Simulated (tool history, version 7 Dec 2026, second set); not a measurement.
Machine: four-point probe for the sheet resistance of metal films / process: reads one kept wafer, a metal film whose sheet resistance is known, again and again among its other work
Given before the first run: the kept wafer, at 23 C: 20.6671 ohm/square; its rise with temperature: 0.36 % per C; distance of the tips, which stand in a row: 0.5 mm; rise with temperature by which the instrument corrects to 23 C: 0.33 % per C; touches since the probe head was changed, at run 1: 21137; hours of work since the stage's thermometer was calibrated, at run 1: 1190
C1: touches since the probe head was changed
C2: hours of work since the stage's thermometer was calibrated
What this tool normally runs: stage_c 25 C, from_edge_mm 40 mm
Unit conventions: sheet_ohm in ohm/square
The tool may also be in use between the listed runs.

Run 1, hour 0: usual settings; C1 21137; C2 1190. Result: sheet_ohm 20.732122 ohm/square.
Run 2, hour 46.4: usual settings; C1 21857; C2 1213. Result: sheet_ohm 20.729388 ohm/square.
Run 3, hour 75.8: usual settings; C1 22312; C2 1227. Result: sheet_ohm 20.738501 ohm/square.
Run 4, hour 97.7: usual settings; C1 22651; C2 1238. Result: sheet_ohm 20.735774 ohm/square.
Run 5, hour 121.4: usual settings; C1 23018; C2 1250. Result: sheet_ohm 20.728427 ohm/square.
Run 6, hour 157.7: usual settings; C1 23581; C2 1267. Result: sheet_ohm 20.731576 ohm/square.
Run 7, hour 201.3: usual settings but stage_c 21 C; C1 24256; C2 1289. Result: sheet_ohm 20.706232 ohm/square.
Run 8, hour 242.8: usual settings but stage_c 19 C; C1 24900; C2 1309. Result: sheet_ohm 20.694911 ohm/square.
Run 9, hour 291.8: usual settings but stage_c 19 C; C1 25658; C2 1333. Result: sheet_ohm 20.694951 ohm/square.
Run 10, hour 323.8: usual settings but from_edge_mm 6 mm; C1 26155; C2 1349. Result: sheet_ohm 20.795411 ohm/square.
Run 11, hour 349.6: usual settings but from_edge_mm 26 mm; C1 26553; C2 1361. Result: sheet_ohm 20.725813 ohm/square.
Run 12, hour 381.3: usual settings but from_edge_mm 26 mm; C1 27045; C2 1377. Result: sheet_ohm 20.731435 ohm/square.
Run 13, hour 422.4: usual settings but from_edge_mm 26 mm; C1 27682; C2 1397. Result: sheet_ohm 20.721388 ohm/square.
Run 14, hour 461: usual settings but from_edge_mm 26 mm; C1 28280; C2 1416. Result: sheet_ohm 20.73132 ohm/square.
Run 15, hour 488.9: usual settings but stage_c 24 C; C1 28713; C2 1430. Result: sheet_ohm 20.717299 ohm/square.
Run 16, hour 518.8: usual settings but stage_c 24 C, from_edge_mm 5 mm; C1 29175; C2 1444. Result: sheet_ohm 20.823412 ohm/square.
Run 17, hour 564.8: usual settings; C1 29888; C2 1467. Result: sheet_ohm 20.721201 ohm/square.
Run 18, hour 612.4: usual settings but stage_c 30 C; C1 30625; C2 1490. Result: sheet_ohm 20.750459 ohm/square.
Run 19, hour 648.6: usual settings but stage_c 30 C; C1 31187; C2 1508. Result: sheet_ohm 20.747486 ohm/square.
Run 20, hour 689.6: usual settings but stage_c 24 C, from_edge_mm 10 mm; C1 31821; C2 1528. Result: sheet_ohm 20.741938 ohm/square.
Run 21, hour 730.4: usual settings but stage_c 24 C, from_edge_mm 10 mm; C1 32454; C2 1548. Result: sheet_ohm 20.734041 ohm/square.
Run 22, hour 773.5: usual settings but stage_c 22 C, from_edge_mm 70 mm; C1 33121; C2 1569. Result: sheet_ohm 20.69207 ohm/square.
Run 23, hour 817.5: usual settings but stage_c 20 C, from_edge_mm 8 mm; C1 33803; C2 1591. Result: sheet_ohm 20.715293 ohm/square.
Run 24, hour 864.2: usual settings but stage_c 21 C, from_edge_mm 4 mm; C1 34527; C2 1614. Result: sheet_ohm 20.862494 ohm/square.
Run 25, hour 910.5: usual settings but stage_c 19 C; C1 35244; C2 1636. Result: sheet_ohm 20.667397 ohm/square.
Run 26, hour 955.5: usual settings but stage_c 19 C; C1 35941; C2 1658. Result: sheet_ohm 20.669428 ohm/square.
Run 27, hour 994.7: usual settings but stage_c 24 C; C1 36548; C2 1678. Result: sheet_ohm 20.701801 ohm/square.
Run 28, hour 1029.4: usual settings but stage_c 30 C, from_edge_mm 17 mm; C1 37087; C2 1695. Result: sheet_ohm 20.745775 ohm/square.
Run 29, hour 1058.6: usual settings but stage_c 23 C, from_edge_mm 4 mm; C1 37539; C2 1709. Result: sheet_ohm 20.862209 ohm/square.
Run 30, hour 1107.5: usual settings but stage_c 29 C, from_edge_mm 22 mm; C1 38296; C2 1733. Result: sheet_ohm 20.733322 ohm/square.
Run 31, hour 1131.7: usual settings but stage_c 21 C, from_edge_mm 53 mm; C1 38670; C2 1745. Result: sheet_ohm 20.674304 ohm/square.
Run 32, hour 1179: usual settings but stage_c 29 C, from_edge_mm 17 mm; C1 39404; C2 1768. Result: sheet_ohm 20.731526 ohm/square.
Run 33, hour 1209.9: usual settings but stage_c 19 C, from_edge_mm 5 mm; C1 39883; C2 1783. Result: sheet_ohm 20.777365 ohm/square.
Run 34, hour 1244.4: usual settings but stage_c 18 C, from_edge_mm 5 mm; C1 40416; C2 1800. Result: sheet_ohm 20.761789 ohm/square.
Run 35, hour 1275.9: usual settings but stage_c 29 C, from_edge_mm 3 mm; C1 40906; C2 1815. Result: sheet_ohm 21.023177 ohm/square.
Run 36, hour 1306.5: usual settings but stage_c 29 C, from_edge_mm 15 mm; C1 41379; C2 1830. Result: sheet_ohm 20.732541 ohm/square.
Run 37, hour 1354.7: usual settings but stage_c 29 C, from_edge_mm 15 mm; C1 42125; C2 1854. Result: sheet_ohm 20.729045 ohm/square.

Branching from run 37: 3 alternative next runs. What would each branch give?
Run A, hour 1384: usual settings but stage_c 20 C, from_edge_mm 11 mm; C1 42580; C2 1868. Result: sheet_ohm ?.
Run B, hour 1384: usual settings but stage_c 27 C, from_edge_mm 12 mm; C1 42580; C2 1868. Result: sheet_ohm ?.
Run C, hour 1384: usual settings but stage_c 29 C, from_edge_mm 22 mm; C1 42580; C2 1868. Result: sheet_ohm ?.

run  sheet_ohm
  A    20.6713
  B  20.728666
  C  20.723126
Without the tool's hidden state the same runs would have given:
run  sheet_ohm
  A  20.657709
  B  20.713799
  C  20.707918
